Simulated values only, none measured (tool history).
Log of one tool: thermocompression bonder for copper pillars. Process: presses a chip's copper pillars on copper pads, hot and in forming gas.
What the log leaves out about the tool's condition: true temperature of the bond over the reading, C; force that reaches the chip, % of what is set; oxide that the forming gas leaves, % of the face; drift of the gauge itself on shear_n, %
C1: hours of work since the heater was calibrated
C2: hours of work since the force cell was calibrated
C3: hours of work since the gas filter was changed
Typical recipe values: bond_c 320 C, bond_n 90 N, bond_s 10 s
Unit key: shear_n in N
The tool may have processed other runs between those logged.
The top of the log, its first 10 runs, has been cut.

{"run": 11, "hour": 149.6, "bond_c": 320, "bond_n": 90, "bond_s": 17, "C1": 1244, "C2": 531, "C3": 139, "shear_n": 81.9}
{"run": 12, "hour": 160.1, "bond_c": 320, "bond_n": 90, "bond_s": 17, "C1": 1252, "C2": 539, "C3": 146, "shear_n": 80.8}
{"hour": 169.3, "done": "heater calibrated with a thermocouple chip"}
{"run": 13, "hour": 171.5, "bond_c": 311, "bond_n": 90, "bond_s": 17, "C1": 2, "C2": 545, "C3": 153, "shear_n": 81.8}
{"run": 14, "hour": 188.9, "bond_c": 311, "bond_n": 90, "bond_s": 17, "C1": 14, "C2": 558, "C3": 165, "shear_n": 82}
{"run": 15, "hour": 209.4, "bond_c": 311, "bond_n": 90, "bond_s": 17, "C1": 28, "C2": 572, "C3": 180, "shear_n": 82.3}
{"run": 16, "hour": 221.2, "bond_c": 320, "bond_n": 90, "bond_s": 10, "C1": 37, "C2": 581, "C3": 188, "shear_n": 73.1}
{"run": 17, "hour": 240.5, "bond_c": 320, "bond_n": 90, "bond_s": 6, "C1": 50, "C2": 594, "C3": 202, "shear_n": 59.8}
{"run": 18, "hour": 253.2, "bond_c": 320, "bond_n": 90, "bond_s": 6, "C1": 59, "C2": 603, "C3": 211, "shear_n": 60.5}
{"run": 19, "hour": 275.3, "bond_c": 320, "bond_n": 90, "bond_s": 20, "C1": 75, "C2": 619, "C3": 226, "shear_n": 85.3}
{"hour": 281.5, "done": "forming gas filter changed"}
{"run": 20, "hour": 292.6, "bond_c": 320, "bond_n": 90, "bond_s": 20, "C1": 87, "C2": 631, "C3": 8, "shear_n": 97.2}
{"run": 21, "hour": 305.7, "bond_c": 320, "bond_n": 90, "bond_s": 20, "C1": 96, "C2": 640, "C3": 17, "shear_n": 96.8}
{"run": 22, "hour": 319.5, "bond_c": 344, "bond_n": 55, "bond_s": 18, "C1": 106, "C2": 650, "C3": 27, "shear_n": 80.7}
{"run": 23, "hour": 335.1, "bond_c": 343, "bond_n": 55, "bond_s": 7, "C1": 117, "C2": 661, "C3": 38, "shear_n": 56.9}
{"run": 24, "hour": 356.0, "bond_c": 293, "bond_n": 100, "bond_s": 15, "C1": 132, "C2": 676, "C3": 53, "shear_n": 77.1}
{"run": 25, "hour": 366.7, "bond_c": 309, "bond_n": 95, "bond_s": 15, "C1": 139, "C2": 683, "C3": 60, "shear_n": 84.7}
{"run": 26, "hour": 376.5, "bond_c": 320, "bond_n": 115, "bond_s": 10, "C1": 146, "C2": 690, "C3": 67, "shear_n": 88.3}
{"run": 27, "hour": 391.8, "bond_c": 333, "bond_n": 105, "bond_s": 5, "C1": 157, "C2": 701, "C3": 78, "shear_n": 72.8}
{"run": 28, "hour": 404.5, "bond_c": 313, "bond_n": 71, "bond_s": 29, "C1": 166, "C2": 710, "C3": 87, "shear_n": 87.8}
{"run": 29, "hour": 414.1, "bond_c": 317, "bond_n": 91, "bond_s": 29, "C1": 173, "C2": 717, "C3": 94, "shear_n": 99.5}
{"run": 30, "hour": 430.3, "bond_c": 303, "bond_n": 78, "bond_s": 10, "C1": 185, "C2": 728, "C3": 105, "shear_n": 60.4}
{"run": 31, "hour": 451.4, "bond_c": 320, "bond_n": 90, "bond_s": 25, "C1": 200, "C2": 743, "C3": 120, "shear_n": 94.6}
{"run": 32, "hour": 464.1, "bond_c": 337, "bond_n": 65, "bond_s": 19, "C1": 208, "C2": 752, "C3": 129, "shear_n": 82.9}

For run 33, what comes out?
{"run": 33, "hour": 477.6, "bond_c": 313, "bond_n": 83, "bond_s": 10, "C1": 218, "C2": 762, "C3": 139, "shear_n": "?"}

shear_n: 67.4 N
If the tool had no hidden condition, the same run with the same run-to-run variation would have returned shear_n 74 N.
